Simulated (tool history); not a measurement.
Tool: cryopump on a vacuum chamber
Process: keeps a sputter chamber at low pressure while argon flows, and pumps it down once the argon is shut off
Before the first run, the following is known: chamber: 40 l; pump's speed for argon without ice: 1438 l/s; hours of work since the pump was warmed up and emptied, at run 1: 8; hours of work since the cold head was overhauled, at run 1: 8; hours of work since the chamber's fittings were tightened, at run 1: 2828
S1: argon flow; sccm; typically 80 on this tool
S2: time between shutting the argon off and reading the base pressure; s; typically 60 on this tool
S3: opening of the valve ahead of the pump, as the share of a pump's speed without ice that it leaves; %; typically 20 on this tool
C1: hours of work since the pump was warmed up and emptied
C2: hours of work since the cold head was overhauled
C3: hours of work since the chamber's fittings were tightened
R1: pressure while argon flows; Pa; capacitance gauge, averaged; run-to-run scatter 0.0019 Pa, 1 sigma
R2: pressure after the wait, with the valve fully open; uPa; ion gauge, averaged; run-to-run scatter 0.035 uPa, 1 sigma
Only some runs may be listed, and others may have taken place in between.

run   hour   S1   S2  S3   C1   C2    C3      R1    R2
  1      0   80   60  20    8    8  2828  0.4703  3.63
  2   16.4   80   60  20   21   21  2841  0.4714  3.66
  3   27.7   80   60  20   31   31  2851  0.4689  3.69
  4   46.1   80   60  20   46   46  2866  0.4725  3.73
  5   56.2   80   60  20   54   54  2874  0.4721  3.57
  6   65.8   80   88  20   62   62  2882  0.4755  3.14
  7   79.2   80   88  20   73   73  2893  0.4709  3.25
  8   91.3   80   60  16   83   83  2903  0.5915  3.71
  9  111.3   80   60  20   99   99  2919  0.4802   3.7
 10  130.3   80   60  20  115  115  2935  0.4729  3.72
 11  140.2   80   60  20  123  123  2943  0.4787  3.78
 12  157.9   80   60  20  138  138  2958  0.4769  3.84
 13  168.6   80   60  20  146  146  2966  0.4748  3.76
 14    190   80   60  20  164  164  2984  0.4769  3.92
 15    212   35   60  20  182  182  3002  0.2076  3.84
 16  226.2   80   60  20  194  194  3014  0.4784  3.86
 17  245.1   80   60  20  209  209  3029  0.4836  3.99
 18  257.6   70   60  20  219  219  3039  0.4189  3.95
 19  274.3   70  202  17  233  233  3053  0.4931  2.79
 20  295.8   50   87  20  251  251  3071  0.3027  3.52
 21    313   54   78  21  265  265  3085  0.3098  3.65
 22  334.3   54  143  47  282  282  3102   0.144  3.08
 23  353.8   80   60  49  298  298  3118  0.2061  4.16
 24  363.9   80   23  25  307  307  3127  0.3906  6.94
 25  374.5   80   23  25  315  315  3135  0.3928  6.83
 26  387.7   40   60  56  326  326  3146  0.0923  4.09
 27  397.3   80   56  24  334  334  3154  0.4083  4.24
 28  414.7  140   49  20  349  349  3169  0.8501  4.49
 29  436.6   40   60  20  366  366  3186  0.2425  4.17
 30  457.6   40   60  20  384  384  3204  0.2449   4.2
 31  469.8   89   78  19  394  394  3214  0.5726  3.94
 32  492.1   89   78  19  412  412  3232   0.577   3.9
 33    506  129   80  31  424  424  3244  0.5207   3.9
 34  516.1   80  145  19  432  432  3252  0.5198  3.37
 35  538.6   80  145  19  450  450  3270   0.519   3.4

Below, some changes in R1 between adjacent runs. For each, the amount present without the hidden state too (settings, incoming material, random variation) and the amount remaining for the hidden state with gauge scatter not shared by both compared results:
Unlogged tool condition in this case: pump's speed, % of a pump's without ice; cold plate's temperature, K; leak into the chamber, uPa l/s; drift of the gauge itself on working_pa, %; drift of the gauge itself on base_upa, %.
Run 27 -> 28: S1 80 -> 140, S2 56 -> 49, S3 24 -> 20. R1 +0.4418 Pa: hidden state +0.0135, all else +0.4283.
Run 28 -> 29: S1 140 -> 40, S2 49 -> 60. R1 -0.6076 Pa: hidden state -0.0206, all else -0.587.
Run 30 -> 31: S1 40 -> 89, S2 60 -> 78, S3 20 -> 19. R1 +0.3277 Pa: hidden state +0.0121, all else +0.3156.

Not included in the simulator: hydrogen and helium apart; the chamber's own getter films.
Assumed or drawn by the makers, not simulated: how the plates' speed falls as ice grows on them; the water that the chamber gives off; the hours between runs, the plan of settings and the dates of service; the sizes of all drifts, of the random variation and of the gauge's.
